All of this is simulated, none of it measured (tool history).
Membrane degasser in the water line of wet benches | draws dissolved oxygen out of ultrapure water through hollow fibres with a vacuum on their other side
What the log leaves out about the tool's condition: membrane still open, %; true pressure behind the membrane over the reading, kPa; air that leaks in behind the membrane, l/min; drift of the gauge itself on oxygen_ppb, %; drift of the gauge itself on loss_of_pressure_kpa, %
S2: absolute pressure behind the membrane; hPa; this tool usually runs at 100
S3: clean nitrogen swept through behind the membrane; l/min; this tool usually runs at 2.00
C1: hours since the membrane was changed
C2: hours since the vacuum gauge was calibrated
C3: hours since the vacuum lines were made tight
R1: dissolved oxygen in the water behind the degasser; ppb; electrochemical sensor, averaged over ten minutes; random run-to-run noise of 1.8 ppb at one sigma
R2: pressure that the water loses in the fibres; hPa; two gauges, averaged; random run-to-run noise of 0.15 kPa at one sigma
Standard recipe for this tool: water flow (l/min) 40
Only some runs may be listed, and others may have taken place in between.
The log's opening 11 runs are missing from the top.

Run 12, day 16.288: usual settings; C1 1662; C2 2165; C3 8449. Result: R1 358.2 ppb, R2 290.8 hPa.
Run 13, day 17.100: usual settings; C1 1682; C2 2185; C3 8468. Result: R1 363.1 ppb, R2 296.3 hPa.
Run 14, day 18.404: usual settings but water flow (l/min) 24; C1 1713; C2 2216; C3 8500. Result: R1 214.2 ppb, R2 175.6 hPa.
Run 15, day 19.942: usual settings; C1 1750; C2 2253; C3 8536. Result: R1 357.7 ppb, R2 291.8 hPa.
At day 20.129: vacuum gauge calibrated.
Run 16, day 21.333: usual settings; C1 1783; C2 29; C3 8569. Result: R1 360.8 ppb, R2 295.9 hPa.
Run 17, day 22.800: usual settings; C1 1818; C2 64; C3 8605. Result: R1 360.9 ppb, R2 294.3 hPa.
Run 18, day 24.404: usual settings but water flow (l/min) 43, S2 107 hPa, S3 2.11 l/min; C1 1856; C2 103; C3 8643. Result: R1 397.4 ppb, R2 319.2 hPa.
Run 19, day 25.425: usual settings but water flow (l/min) 62, S2 177 hPa, S3 4.55 l/min; C1 1881; C2 127; C3 8668. Result: R1 568.3 ppb, R2 458.7 hPa.
Run 20, day 26.517: usual settings but water flow (l/min) 29, S2 177 hPa, S3 4.29 l/min; C1 1907; C2 153; C3 8694. Result: R1 270.3 ppb, R2 215.2 hPa.
Run 21, day 27.933: usual settings but water flow (l/min) 29, S2 177 hPa, S3 4.29 l/min; C1 1941; C2 187; C3 8728. Result: R1 268.7 ppb, R2 214.3 hPa.
At day 29.083: vacuum gauge calibrated, once more.
Run 22, day 29.525: usual settings but water flow (l/min) 31, S2 139 hPa, S3 3.76 l/min; C1 1979; C2 11; C3 8765. Result: R1 246.5 ppb, R2 228.7 hPa.
Run 23, day 30.983: usual settings but water flow (l/min) 29, S2 67 hPa; C1 2014; C2 46; C3 8800. Result: R1 151.6 ppb, R2 213.8 hPa.
Run 24, day 31.900: usual settings but water flow (l/min) 33, S2 67 hPa; C1 2036; C2 68; C3 8823. Result: R1 176.8 ppb, R2 243.3 hPa.
Run 25, day 33.354: usual settings but water flow (l/min) 57, S2 119 hPa, S3 4.93 l/min; C1 2071; C2 102; C3 8857. Result: R1 342.6 ppb, R2 418.5 hPa.
Run 26, day 34.983: usual settings but water flow (l/min) 57, S2 119 hPa, S3 4.93 l/min; C1 2110; C2 142; C3 8896. Result: R1 347.2 ppb, R2 422.8 hPa.
Run 27, day 36.429: usual settings but water flow (l/min) 44, S2 171 hPa, S3 1.52 l/min; C1 2145; C2 176; C3 8931. Result: R1 852.7 ppb, R2 327.4 hPa.
Run 28, day 38.067: usual settings but water flow (l/min) 44, S2 171 hPa, S3 1.52 l/min; C1 2184; C2 216; C3 8970. Result: R1 853.1 ppb, R2 325.0 hPa.
Run 29, day 39.446: usual settings but water flow (l/min) 39, S2 159 hPa, S3 4.57 l/min; C1 2217; C2 249; C3 9004. Result: R1 307.6 ppb, R2 291.5 hPa.
Run 30, day 40.917: usual settings but water flow (l/min) 29, S2 220 hPa, S3 4.52 l/min; C1 2252; C2 284; C3 9039. Result: R1 320.5 ppb, R2 214.1 hPa.
Run 31, day 42.779: usual settings but water flow (l/min) 55, S3 2.08 l/min; C1 2297; C2 329; C3 9084. Result: R1 482.3 ppb, R2 408.2 hPa.
Run 32, day 44.467: usual settings but water flow (l/min) 53, S3 4.41 l/min; C1 2337; C2 369; C3 9124. Result: R1 292.1 ppb, R2 389.2 hPa.
Run 33, day 46.054: usual settings but water flow (l/min) 37, S2 137 hPa, S3 4.25 l/min; C1 2375; C2 407; C3 9162. Result: R1 269.9 ppb, R2 274.1 hPa.

What if the next run were any one of these 3? Each begins from the tool's condition after run 33:
Run A, day 47.817: usual settings but water flow (l/min) 29, S2 137 hPa, S3 0.84 l/min; C1 2418; C2 450; C3 9204. Result: R1 ?, R2 ?.
Run B, day 47.817: usual settings but water flow (l/min) 55, S2 154 hPa, S3 2.40 l/min; C1 2418; C2 450; C3 9204. Result: R1 ?, R2 ?.
Run C, day 47.817: usual settings but water flow (l/min) 33; C1 2418; C2 450; C3 9204. Result: R1 ?, R2 ?.

run     R1     R2
  A  726.9  210.3
  B  680.8  409.7
  C  296.2  244.4
What these runs would have given with no unlogged condition in the tool:
run     R1     R2
  A  722.6  208.7
  B  674.8  406.7
  C  292.0  242.6

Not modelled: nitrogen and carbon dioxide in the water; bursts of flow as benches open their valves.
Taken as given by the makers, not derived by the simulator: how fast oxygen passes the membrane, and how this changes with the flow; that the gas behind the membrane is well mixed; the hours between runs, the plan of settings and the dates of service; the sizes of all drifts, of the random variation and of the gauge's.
